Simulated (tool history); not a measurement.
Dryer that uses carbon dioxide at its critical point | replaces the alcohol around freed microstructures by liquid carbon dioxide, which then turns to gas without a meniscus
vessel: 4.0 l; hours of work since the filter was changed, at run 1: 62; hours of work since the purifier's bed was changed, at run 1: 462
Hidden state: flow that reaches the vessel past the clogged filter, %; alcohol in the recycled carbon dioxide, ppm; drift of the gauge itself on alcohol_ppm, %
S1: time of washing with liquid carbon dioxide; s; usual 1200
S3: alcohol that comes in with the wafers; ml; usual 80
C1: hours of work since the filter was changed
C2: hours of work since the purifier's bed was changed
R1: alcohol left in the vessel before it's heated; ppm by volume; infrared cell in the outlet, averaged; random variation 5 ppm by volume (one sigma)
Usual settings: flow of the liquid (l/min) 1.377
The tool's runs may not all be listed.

run 1 hour=0.0 | S1=1200 flow_of_the_liquid_(l/min)=1.377 S3=80 | C1=62 C2=462 | R1=67
run 2 hour=56.8 | S1=1200 flow_of_the_liquid_(l/min)=1.377 S3=80 | C1=94 C2=495 | R1=82
run 3 hour=84.1 | S1=1200 flow_of_the_liquid_(l/min)=1.377 S3=80 | C1=109 C2=510 | R1=84
run 4 hour=116.7 | S1=1200 flow_of_the_liquid_(l/min)=1.377 S3=94 | C1=128 C2=529 | R1=96
run 5 hour=150.2 | S1=1200 flow_of_the_liquid_(l/min)=1.377 S3=80 | C1=147 C2=548 | R1=80
run 6 hour=207.4 | S1=1200 flow_of_the_liquid_(l/min)=1.377 S3=80 | C1=179 C2=580 | R1=90
run 7 hour=251.2 | S1=1200 flow_of_the_liquid_(l/min)=1.840 S3=80 | C1=204 C2=605 | R1=38
-- hour=287.5 inlet filter changed
run 8 hour=293.6 | S1=1200 flow_of_the_liquid_(l/min)=1.840 S3=80 | C1=3 C2=629 | R1=45
run 9 hour=339.5 | S1=1200 flow_of_the_liquid_(l/min)=1.840 S3=80 | C1=29 C2=655 | R1=52
run 10 hour=372.7 | S1=1200 flow_of_the_liquid_(l/min)=1.840 S3=80 | C1=48 C2=673 | R1=42
run 11 hour=428.9 | S1=1200 flow_of_the_liquid_(l/min)=1.840 S3=80 | C1=80 C2=705 | R1=53
run 12 hour=470.3 | S1=1200 flow_of_the_liquid_(l/min)=1.840 S3=80 | C1=104 C2=729 | R1=55
run 13 hour=499.5 | S1=1200 flow_of_the_liquid_(l/min)=1.840 S3=80 | C1=120 C2=745 | R1=39
run 14 hour=537.3 | S1=960 flow_of_the_liquid_(l/min)=1.377 S3=80 | C1=142 C2=767 | R1=214
run 15 hour=578.4 | S1=960 flow_of_the_liquid_(l/min)=1.377 S3=80 | C1=165 C2=790 | R1=217
run 16 hour=606.9 | S1=1200 flow_of_the_liquid_(l/min)=1.377 S3=80 | C1=181 C2=806 | R1=112
run 17 hour=661.3 | S1=1200 flow_of_the_liquid_(l/min)=1.377 S3=80 | C1=212 C2=837 | R1=112
-- hour=681.8 inlet filter changed
run 18 hour=697.4 | S1=1200 flow_of_the_liquid_(l/min)=1.377 S3=80 | C1=9 C2=857 | R1=95
run 19 hour=754.7 | S1=1200 flow_of_the_liquid_(l/min)=1.100 S3=80 | C1=41 C2=890 | R1=193
run 20 hour=802.2 | S1=1200 flow_of_the_liquid_(l/min)=1.377 S3=80 | C1=68 C2=917 | R1=97
run 21 hour=828.4 | S1=1200 flow_of_the_liquid_(l/min)=1.040 S3=80 | C1=83 C2=932 | R1=253
run 22 hour=853.9 | S1=1200 flow_of_the_liquid_(l/min)=1.040 S3=80 | C1=98 C2=946 | R1=260
run 23 hour=902.5 | S1=1200 flow_of_the_liquid_(l/min)=1.040 S3=80 | C1=125 C2=974 | R1=270
run 24 hour=951.9 | S1=1200 flow_of_the_liquid_(l/min)=1.040 S3=80 | C1=153 C2=1002 | R1=286
run 25 hour=998.4 | S1=1200 flow_of_the_liquid_(l/min)=1.040 S3=80 | C1=180 C2=1028 | R1=296
run 26 hour=1052.3 | S1=1380 flow_of_the_liquid_(l/min)=1.040 S3=46 | C1=210 C2=1059 | R1=141
-- hour=1078.6 inlet filter changed
run 27 hour=1096.7 | S1=1380 flow_of_the_liquid_(l/min)=1.040 S3=46 | C1=10 C2=1083 | R1=112
run 28 hour=1133.9 | S1=1380 flow_of_the_liquid_(l/min)=1.040 S3=46 | C1=31 C2=1104 | R1=118
run 29 hour=1176.2 | S1=900 flow_of_the_liquid_(l/min)=1.377 S3=80 | C1=55 C2=1128 | R1=261
run 30 hour=1230.8 | S1=1620 flow_of_the_liquid_(l/min)=1.750 S3=45 | C1=86 C2=1159 | R1=71
run 31 hour=1276.0 | S1=1320 flow_of_the_liquid_(l/min)=1.470 S3=49 | C1=112 C2=1185 | R1=79
run 32 hour=1329.4 | S1=1140 flow_of_the_liquid_(l/min)=1.377 S3=80 | C1=142 C2=1215 | R1=136
run 33 hour=1384.3 | S1=1140 flow_of_the_liquid_(l/min)=1.377 S3=80 | C1=174 C2=1246 | R1=144
-- hour=1442.0 purifier's bed changed
run 34 hour=1444.8 | S1=1200 flow_of_the_liquid_(l/min)=1.200 S3=20 | C1=206 C2=2 | R1=42
-- hour=1479.8 inlet filter changed
run 35 hour=1493.3 | S1=1200 flow_of_the_liquid_(l/min)=1.250 S3=20 | C1=8 C2=29 | R1=21
run 36 hour=1517.6 | S1=900 flow_of_the_liquid_(l/min)=1.050 S3=99 | C1=21 C2=42 | R1=728
run 37 hour=1569.7 | S1=1140 flow_of_the_liquid_(l/min)=1.470 S3=80 | C1=51 C2=72 | R1=39
run 38 hour=1601.3 | S1=1140 flow_of_the_liquid_(l/min)=1.470 S3=80 | C1=69 C2=90 | R1=49
run 39 hour=1631.5 | S1=900 flow_of_the_liquid_(l/min)=1.470 S3=28 | C1=86 C2=107 | R1=64
run 40 hour=1665.9 | S1=1800 flow_of_the_liquid_(l/min)=1.010 S3=28 | C1=106 C2=127 | R1=23
run 41 hour=1694.9 | S1=780 flow_of_the_liquid_(l/min)=0.960 S3=30 | C1=122 C2=143 | R1=510
run 42 hour=1748.0 | S1=780 flow_of_the_liquid_(l/min)=0.960 S3=30 | C1=152 C2=173 | R1=520
run 43 hour=1771.7 | S1=720 flow_of_the_liquid_(l/min)=1.377 S3=21 | C1=166 C2=187 | R1=159
run 44 hour=1806.0 | S1=1500 flow_of_the_liquid_(l/min)=1.450 S3=23 | C1=185 C2=206 | R1=25
run 45 hour=1838.8 | S1=1380 flow_of_the_liquid_(l/min)=1.450 S3=23 | C1=204 C2=225 | R1=18
-- hour=1876.0 inlet filter changed
run 46 hour=1895.4 | S1=1380 flow_of_the_liquid_(l/min)=1.450 S3=23 | C1=11 C2=256 | R1=28

Measured less the same run without the tool's hidden state. The same run-to-run variation is in both; the gauge's scatter may not be:
run=1 R1=+32
run=2 R1=+38
run=3 R1=+40
run=4 R1=+45
run=5 R1=+45
run=6 R1=+51
run=7 R1=+38
run=8 R1=+36
run=9 R1=+38
run=10 R1=+39
run=11 R1=+41
run=12 R1=+42
run=13 R1=+39
run=14 R1=+83
run=15 R1=+89
run=16 R1=+65
run=17 R1=+68
run=18 R1=+49
run=19 R1=+61
run=20 R1=+55
run=21 R1=+77
run=22 R1=+81
run=23 R1=+94
run=24 R1=+105
run=25 R1=+117
run=26 R1=+84
run=27 R1=+63
run=28 R1=+65
run=29 R1=+80
run=30 R1=+66
run=31 R1=+68
run=32 R1=+86
run=33 R1=+88
run=34 R1=+11
run=35 R1=+3
run=36 R1=+22
run=37 R1=+9
run=38 R1=+10
run=39 R1=+14
run=40 R1=+9
run=41 R1=+62
run=42 R1=+78
run=43 R1=+38
run=44 R1=+14
run=45 R1=+15
run=46 R1=+15
